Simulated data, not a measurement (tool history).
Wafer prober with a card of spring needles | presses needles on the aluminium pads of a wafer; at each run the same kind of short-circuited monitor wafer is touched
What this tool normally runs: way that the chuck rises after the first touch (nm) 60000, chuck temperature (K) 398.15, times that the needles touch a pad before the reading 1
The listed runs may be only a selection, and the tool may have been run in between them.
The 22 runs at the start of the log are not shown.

run,hour,way that the chuck rises after the first touch (nm),chuck temperature (K),times that the needles touch a pad before the reading,touches since the tips were cleaned,cleanings since the card got new needles,touches since the first contact's height was set,resistance of one needle with its contact and lead (mohm),way that a needle slides on the pad (nm)
23,150.1,71000,398.15,1,6877,19,173389,379,10970
# hour 154.3: tips cleaned on abrasive film
24,158.0,74000,385.15,3,1424,20,176376,281,11510
25,167.3,68000,306.15,3,4988,20,179940,283,10540
26,174.9,62000,330.15,2,7866,20,182818,346,9580
# hour 176.5: tips cleaned on abrasive film
27,179.4,62000,330.15,2,1103,21,184493,293,9590
28,184.0,60000,334.15,1,2863,21,186253,372,9260
29,188.5,60000,334.15,1,4602,21,187992,402,9230
30,194.3,72000,313.15,3,6803,21,190193,294,11120
# hour 198.5: tips cleaned on abrasive film
31,202.9,72000,313.15,3,1701,22,193460,267,11110
32,207.4,60000,308.15,1,3398,22,195157,376,9240
33,215.1,60000,305.15,2,6330,22,198089,348,9270
# hour 220.6: tips cleaned on abrasive film
34,223.0,60000,305.15,2,918,23,201073,290,9250
35,228.9,60000,382.15,1,3172,23,203327,385,9200

Forecast each of these 3 alternatives for the next run:
A,238.8,66000,382.15,2,6973,23,207128,?,?
B,238.8,51000,316.15,1,6973,23,207128,?,?
C,238.8,46000,329.15,2,6973,23,207128,?,?

run,resistance of one needle with its contact and lead (mohm),way that a needle slides on the pad (nm)
A,347,10150
B,484,7810
C,428,6970
The same runs, with their run-to-run variation unchanged, on a tool lacking any hidden condition would have given:
run,resistance of one needle with its contact and lead (mohm),way that a needle slides on the pad (nm)
A,269,10380
B,252,8040
C,260,7200
